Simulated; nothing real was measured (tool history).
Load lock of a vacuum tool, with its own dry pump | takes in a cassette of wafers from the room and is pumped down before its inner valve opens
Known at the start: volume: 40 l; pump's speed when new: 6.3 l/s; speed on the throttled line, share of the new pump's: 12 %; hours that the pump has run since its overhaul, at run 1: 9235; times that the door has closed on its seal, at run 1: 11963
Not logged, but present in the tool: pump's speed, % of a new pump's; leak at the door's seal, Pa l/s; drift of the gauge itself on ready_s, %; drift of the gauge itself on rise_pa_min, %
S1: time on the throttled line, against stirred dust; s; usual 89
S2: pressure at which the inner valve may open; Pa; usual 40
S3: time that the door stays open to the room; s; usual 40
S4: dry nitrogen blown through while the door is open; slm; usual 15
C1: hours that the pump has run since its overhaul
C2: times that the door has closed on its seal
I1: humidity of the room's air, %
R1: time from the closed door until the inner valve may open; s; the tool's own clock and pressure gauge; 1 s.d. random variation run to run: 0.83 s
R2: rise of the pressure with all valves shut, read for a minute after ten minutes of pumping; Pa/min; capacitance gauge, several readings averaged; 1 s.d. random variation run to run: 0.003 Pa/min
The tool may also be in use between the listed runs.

run      day   S1  S2   S3  S4     C1     C2    I1     R1     R2
  1    0.000   89  40   40  15   9235  11963  44.5  135.8  0.070
  2    8.858   89  40   40  15   9447  12441  42.9  135.3  0.074
  3   16.721   89  40   40  15   9636  12865  41.7  137.3  0.085
  4   21.288   89  40   40  15   9746  13111  44.4  139.9  0.087
  5   30.425   89  58   40  15   9965  13604  45.0  134.9  0.086
  6   38.421   89  58   40  15  10157  14035  43.8  135.3  0.087
  7   48.329   89  58   40  15  10395  14569  45.9  134.9  0.088
  8   58.071   89  58   40  15  10628  15094  48.3  135.0  0.099
  9   68.004   89  58   40  15  10867  15630  43.3  137.5  0.095
 10   74.283  143  40   40  15  11017  15968  47.6  183.6  0.099
 11   78.700  143  40   40  15  11123  16206  45.3  184.5  0.096
 12   87.646   74  40   40  15  11338  16689  44.7  124.7  0.109
 13   95.150   89  40   40  15  11518  17093  40.9  139.5  0.109
 14  103.671   89  43   40  15  11723  17552  40.8  138.8  0.107
 15  107.983   89  40   40  15  11826  17785  47.1  139.8  0.108
     113.033  -- dry pump taken out, an overhauled one fitted
 16  117.675   89  40   40  15    111  18294  45.6  128.1  0.123
 17  122.246   89  40   51  15    221  18540  46.5  127.7  0.121
 18  128.262   89  40   51  15    365  18865  43.1  128.1  0.118
 19  134.950   89  40   93  15    526  19225  46.4  128.2  0.134
 20  143.612  122  39  115   6    734  19692  45.3  157.9  0.161
 21  151.029  122  41  115   4    912  20092  44.3  157.5  0.170
 22  161.325   89  44   76  15   1159  20647  41.7  127.5  0.141
 23  169.462  120  30  148   9   1354  21086  44.3  158.4  0.172
 24  174.367   89  40   38  15   1472  21350  44.4  128.5  0.132
 25  183.804   89  32   57  24   1698  21859  42.4  130.7  0.145
 26  191.112  178  40   40  23   1874  22253  45.0  206.5  0.138
 27  196.758   90  28  199  15   2009  22557  42.0  133.6  0.189
 28  205.438   63  33  229  15   2218  23025  43.1  107.9  0.200
 29  211.333   69  80  229  15   2359  23343  44.6  108.7  0.201
 30  218.271  148  38   40  15   2526  23717  45.7  181.6  0.161
 31  222.575   89  72   40   9   2629  23949  45.9  127.5  0.163
 32  228.029   89  45   40  15   2760  24243  46.5  130.5  0.160
 33  235.746   89  40   40  12   2945  24659  45.8  130.5  0.165
 34  243.779  150  40   36  15   3138  25092  43.3  184.6  0.161
 35  249.679  150  60   40  15   3280  25411  44.9  181.0  0.175
 36  258.346  150  60   40  15   3487  25878  47.2  180.0  0.179
 37  263.654   57  40   56  15   3615  26164  44.1  102.9  0.179

The logged runs with the hidden state left out (each run's random variation unchanged):
run     R1     R2
  1  127.5  0.023
  2  126.7  0.025
  3  128.4  0.032
  4  130.7  0.033
  5  126.2  0.030
  6  126.4  0.030
  7  125.8  0.026
  8  125.6  0.033
  9  127.7  0.028
 10  174.9  0.031
 11  175.6  0.024
 12  113.4  0.034
 13  128.2  0.032
 14  127.5  0.027
 15  128.0  0.027
 16  128.4  0.036
 17  127.9  0.035
 18  128.2  0.028
 19  128.2  0.045
 20  157.7  0.067
 21  157.2  0.073
 22  126.9  0.038
 23  157.7  0.067
 24  127.6  0.025
 25  129.6  0.034
 26  205.6  0.025
 27  132.1  0.071
 28  106.2  0.079
 29  107.1  0.079
 30  180.1  0.033
 31  125.7  0.037
 32  128.4  0.030
 33  128.2  0.032
 34  182.7  0.024
 35  179.1  0.034
 36  178.0  0.034
 37   99.8  0.035

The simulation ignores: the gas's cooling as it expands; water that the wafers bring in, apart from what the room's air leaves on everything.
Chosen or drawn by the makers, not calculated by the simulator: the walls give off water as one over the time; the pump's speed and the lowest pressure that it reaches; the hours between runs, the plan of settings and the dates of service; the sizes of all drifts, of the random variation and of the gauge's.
